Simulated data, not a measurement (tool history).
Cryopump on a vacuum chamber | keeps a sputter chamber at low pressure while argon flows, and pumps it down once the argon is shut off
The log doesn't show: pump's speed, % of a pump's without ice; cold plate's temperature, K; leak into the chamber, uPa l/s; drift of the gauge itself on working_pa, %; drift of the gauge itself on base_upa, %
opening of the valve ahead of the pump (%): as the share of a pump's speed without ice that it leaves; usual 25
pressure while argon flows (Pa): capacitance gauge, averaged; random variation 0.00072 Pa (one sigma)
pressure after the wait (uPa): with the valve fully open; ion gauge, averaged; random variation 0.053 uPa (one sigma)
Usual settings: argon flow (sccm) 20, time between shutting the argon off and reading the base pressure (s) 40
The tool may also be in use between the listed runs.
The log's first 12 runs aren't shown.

| run | hour | argon flow (sccm) | time between shutting the argon off and reading the base pressure (s) | opening of the valve ahead of the pump (%) | hours of work since the pump was warmed up and emptied | hours of work since the cold head was overhauled | hours of work since the chamber's fittings were tightened | pressure while argon flows (Pa) | pressure after the wait (uPa) |
|---|---|---|---|---|---|---|---|---|---|
| 13 | 1075.8 | 20 | 40 | 25 | 375 | 1359 | 2049 | 0.1355 | 5.33 |
| 14 | 1127.4 | 20 | 40 | 44 | 398 | 1382 | 2072 | 0.0762 | 5.33 |
| 15 | 1206.7 | 20 | 40 | 25 | 433 | 1417 | 2107 | 0.1343 | 5.30 |
| 16 | 1259.7 | 20 | 35 | 25 | 457 | 1441 | 2131 | 0.1361 | 5.89 |
| 17 | 1366.4 | 20 | 35 | 25 | 505 | 1488 | 2179 | 0.1336 | 5.98 |
| 18 | 1452.3 | 20 | 35 | 25 | 543 | 1527 | 2217 | 0.1353 | 6.08 |
| 19 | 1553.5 | 20 | 40 | 17 | 588 | 1572 | 2262 | 0.1960 | 5.69 |
| 20 | 1609.6 | 20 | 40 | 17 | 613 | 1597 | 2287 | 0.1973 | 5.86 |
| 21 | 1675.9 | 10 | 20 | 17 | 643 | 1627 | 2317 | 0.0985 | 8.65 |
| 22 | 1735.0 | 10 | 20 | 17 | 669 | 1653 | 2343 | 0.0991 | 8.68 |
| 23 | 1805.6 | 16 | 36 | 17 | 701 | 1685 | 2375 | 0.1599 | 6.31 |
| 24 | 1914.7 | 31 | 105 | 33 | 749 | 1733 | 2424 | 0.1629 | 4.16 |
| 25 | 1966.9 | 31 | 105 | 33 | 773 | 1757 | 2447 | 0.1640 | 4.21 |
| 26 | 2036.6 | 20 | 159 | 25 | 804 | 1788 | 2478 | 0.1371 | 3.95 |
| 27 | 2104.8 | 14 | 249 | 20 | 834 | 1818 | 2508 | 0.1188 | 3.74 |
| 28 | 2185.6 | 9 | 168 | 18 | 870 | 1854 | 2545 | 0.0847 | 3.97 |
| 29 | 2260.4 | 9 | 168 | 18 | 904 | 1888 | 2578 | 0.0850 | 4.13 |
| 30 | 2365.9 | 35 | 121 | 20 | 951 | 1935 | 2625 | 0.3002 | 4.41 |
|  | 2445.2 | pump warmed up, emptied and cooled again |
| 31 | 2482.9 | 35 | 121 | 20 | 17 | 1985 | 2675 | 0.2853 | 3.80 |
| 32 | 2548.1 | 35 | 121 | 20 | 46 | 2014 | 2704 | 0.2889 | 3.77 |
| 33 | 2658.6 | 35 | 40 | 26 | 95 | 2063 | 2754 | 0.2229 | 5.75 |
| 34 | 2770.3 | 13 | 92 | 17 | 145 | 2113 | 2803 | 0.1267 | 4.32 |
| 35 | 2825.8 | 13 | 23 | 56 | 170 | 2138 | 2828 | 0.0391 | 8.30 |

Forecast each of these 3 alternatives for the next run:
| A | 2939.4 | 12 | 168 | 36 | 221 | 2189 | 2879 | ? | ? |
| B | 2939.4 | 24 | 181 | 56 | 221 | 2189 | 2879 | ? | ? |
| C | 2939.4 | 20 | 65 | 30 | 221 | 2189 | 2879 | ? | ? |

| run | pressure while argon flows (Pa) | pressure after the wait (uPa) |
|---|---|---|
| A | 0.0546 | 3.80 |
| B | 0.0735 | 3.84 |
| C | 0.1117 | 4.89 |
Without the tool's hidden state the same runs would have given:
| run | pressure while argon flows (Pa) | pressure after the wait (uPa) |
|---|---|---|
| A | 0.0531 | 0.97 |
| B | 0.0705 | 0.98 |
| C | 0.1092 | 2.06 |
